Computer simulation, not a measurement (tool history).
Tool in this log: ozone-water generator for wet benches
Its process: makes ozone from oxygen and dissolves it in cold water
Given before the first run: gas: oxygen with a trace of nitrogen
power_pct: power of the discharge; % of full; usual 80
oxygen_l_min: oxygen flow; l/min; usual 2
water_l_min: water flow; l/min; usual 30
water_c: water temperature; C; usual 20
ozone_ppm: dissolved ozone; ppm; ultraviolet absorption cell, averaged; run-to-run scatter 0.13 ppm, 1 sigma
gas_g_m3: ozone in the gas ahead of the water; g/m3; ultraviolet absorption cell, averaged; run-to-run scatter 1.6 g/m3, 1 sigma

run,hour,power_pct,oxygen_l_min,water_l_min,water_c,ozone_ppm,gas_g_m3
1,0,80,2,30,20,12.9,298.3
2,24.4,80,2,30,20,12.5,295.5
3,37.6,80,2,30,20,12.8,293.7
4,68.9,80,2,30,20,12.7,294.9
5,100.4,80,2,30,20,12.9,296.7
6,128,80,2,23,20,16.5,299.7
7,157.1,80,2,23,20,16.5,296.7
8,179.4,80,2,30,12,13.2,299.5
9,196.2,80,1.31,32,20,9.9,350.5
10,222.3,80,3.35,32,20,14.5,243.5
11,243.7,80,3.35,32,20,14.5,245
12,259.1,58,1.21,26,20,9,279.6
13,288.5,54,3.11,29,20,11.4,183.7
14,310.2,78,3.11,29,20,15.3,246.9
15,325.7,83,2.5,29,13,15.4,285.5
16,343.2,80,2,27,15,14.4,302.1

Removed from this log: 1 entry logged between the listed runs. Between which two listed runs does each belong, and how does the tool's hidden state at the listed run before it compare with that at the listed run after it?
Logged between run 13 and run 14: water thermometer calibrated (hour 303.5)
  true water temperature over the reading, C: 0.01 -> 0; drift of the gauge itself on gas_g_m3, %: 1.37 -> 1.48
  measured value less the no-hidden-state value, gas_g_m3: +2.5 -> +3.4 g/m3
